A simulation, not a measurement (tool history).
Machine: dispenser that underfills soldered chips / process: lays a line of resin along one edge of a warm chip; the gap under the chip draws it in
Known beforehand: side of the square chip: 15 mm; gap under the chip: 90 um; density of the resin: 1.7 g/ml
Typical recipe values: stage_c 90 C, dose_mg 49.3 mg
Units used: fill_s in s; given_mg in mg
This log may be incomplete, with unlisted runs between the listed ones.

Run 1, hour 0: usual settings. Result: fill_s 205.2 s, given_mg 48.64 mg.
At hour 4.4: new syringe of resin.
Run 2, hour 11.1: usual settings but stage_c 89 C. Result: fill_s 197.1 s, given_mg 48.03 mg.
At hour 17.3: new syringe of resin.
Run 3, hour 26: usual settings but dose_mg 62.9 mg. Result: fill_s 209 s, given_mg 60.61 mg.
At hour 29.4: new syringe of resin.
At hour 40.6: dispensing valve cleaned and set on the balance.
Run 4, hour 41.6: usual settings but dose_mg 62.9 mg. Result: fill_s 227.4 s, given_mg 63 mg.
At hour 42.9: new syringe of resin.
Run 5, hour 49.8: usual settings. Result: fill_s 193.8 s, given_mg 49.01 mg.
At hour 54.9: new syringe of resin.
Run 6, hour 60.3: usual settings. Result: fill_s 181.9 s, given_mg 48.71 mg.
At hour 67.5: new syringe of resin.
Run 7, hour 72.9: usual settings. Result: fill_s 183.4 s, given_mg 48.3 mg.
At hour 79.3: new syringe of resin.
Run 8, hour 80.9: usual settings but stage_c 88 C. Result: fill_s 164.1 s, given_mg 48.14 mg.
Run 9, hour 88.7: usual settings but dose_mg 55.2 mg. Result: fill_s 210.1 s, given_mg 53.76 mg.
At hour 91.6: new syringe of resin.
At hour 103.9: dispensing valve cleaned and set on the balance.
Run 10, hour 104: usual settings but dose_mg 55.2 mg. Result: fill_s 231 s, given_mg 54.81 mg.
At hour 105.1: new syringe of resin.
Run 11, hour 114.8: usual settings but stage_c 89 C. Result: fill_s 222.9 s, given_mg 48.66 mg.
At hour 117.5: new syringe of resin.
Run 12, hour 128: usual settings but stage_c 89 C. Result: fill_s 235.7 s, given_mg 48.34 mg.
At hour 129.3: new syringe of resin.
Run 13, hour 136.8: usual settings but stage_c 77 C. Result: fill_s 348.1 s, given_mg 48.24 mg.
At hour 141.6: new syringe of resin.
Run 14, hour 146.3: usual settings but stage_c 77 C. Result: fill_s 311 s, given_mg 48.03 mg.
At hour 153.4: new syringe of resin.
Run 15, hour 155.4: usual settings but dose_mg 51.9 mg. Result: fill_s 151.6 s, given_mg 50.53 mg.
At hour 165.4: new syringe of resin.
At hour 167.4: dispensing valve cleaned and set on the balance.
Run 16, hour 168.1: usual settings but dose_mg 51.9 mg. Result: fill_s 151.2 s, given_mg 51.92 mg.
Run 17, hour 177.1: usual settings but dose_mg 51.9 mg. Result: fill_s 227.8 s, given_mg 51.41 mg.
At hour 178.6: new syringe of resin.
Run 18, hour 186.7: usual settings but dose_mg 51.9 mg. Result: fill_s 196.1 s, given_mg 51.01 mg.
At hour 190.6: new syringe of resin.
Run 19, hour 197.3: usual settings but dose_mg 51.9 mg. Result: fill_s 187 s, given_mg 50.48 mg.
At hour 202.9: new syringe of resin.
Run 20, hour 210.1: usual settings but stage_c 94 C, dose_mg 43 mg. Result: fill_s 170.2 s, given_mg 41.97 mg.
At hour 215.1: new syringe of resin.
Run 21, hour 217.3: usual settings but stage_c 94 C, dose_mg 58.3 mg. Result: fill_s 128.1 s, given_mg 56.29 mg.
At hour 227.5: new syringe of resin.
At hour 230.4: dispensing valve cleaned and set on the balance.
Run 22, hour 230.4: usual settings but stage_c 94 C, dose_mg 58.3 mg. Result: fill_s 125.8 s, given_mg 58.32 mg.
At hour 240.5: new syringe of resin.
Run 23, hour 241.8: usual settings but stage_c 101 C, dose_mg 52.6 mg. Result: fill_s 92.5 s, given_mg 52.18 mg.
At hour 253: new syringe of resin.
Run 24, hour 255.9: usual settings but stage_c 101 C, dose_mg 52.6 mg. Result: fill_s 100.3 s, given_mg 52.11 mg.
At hour 264.7: new syringe of resin.
Run 25, hour 268.7: usual settings but stage_c 101 C, dose_mg 52 mg. Result: fill_s 104.8 s, given_mg 50.79 mg.
At hour 277.5: new syringe of resin.
Run 26, hour 279.7: usual settings but stage_c 105 C, dose_mg 61.5 mg. Result: fill_s 81 s, given_mg 59.85 mg.
Run 27, hour 286.1: usual settings but stage_c 83 C, dose_mg 58 mg. Result: fill_s 265.9 s, given_mg 55.61 mg.
At hour 290.2: new syringe of resin.
At hour 293.7: dispensing valve cleaned and set on the balance.
Run 28, hour 301.3: usual settings but stage_c 101 C, dose_mg 51.1 mg. Result: fill_s 136.5 s, given_mg 50.89 mg.
At hour 304.3: new syringe of resin.
Run 29, hour 312.4: usual settings but stage_c 101 C, dose_mg 59 mg. Result: fill_s 121.4 s, given_mg 58.63 mg.
At hour 316.8: new syringe of resin.
Run 30, hour 322.3: usual settings but stage_c 105 C, dose_mg 63.5 mg. Result: fill_s 91.7 s, given_mg 61.95 mg.

Same runs, no hidden state in the tool, same run-to-run variation:
What the log doesn't record here: resin's viscosity, % of fresh resin's; dose that the valve gives, % of what is set; true chip temperature over the reading, C; drift of the gauge itself on fill_s, %; drift of the gauge itself on given_mg, %.
run  fill_s  given_mg
  1   147.9      49.3
  2   152.5     49.05
  3   145.7     62.53
  4   142.4     63.06
  5   146.3     49.33
  6   148.1     49.36
  7   147.2     49.36
  8   159.3     49.44
  9   145.3      55.5
 10   146.4     54.98
 11   151.4     49.15
 12   152.9     49.23
 13   259.6     49.39
 14     260     49.51
 15   144.1     52.38
 16   146.7        52
 17   148.9     51.75
 18   144.4     51.66
 19   145.7     51.52
 20   130.3     43.18
 21   122.4     58.16
 22   124.1     58.26
 23    91.7      52.5
 24    92.2     52.93
 25      93     52.04
 26    78.7     61.76
 27   196.1     57.62
 28    93.3        51
 29    90.7     59.19
 30    78.2     62.91
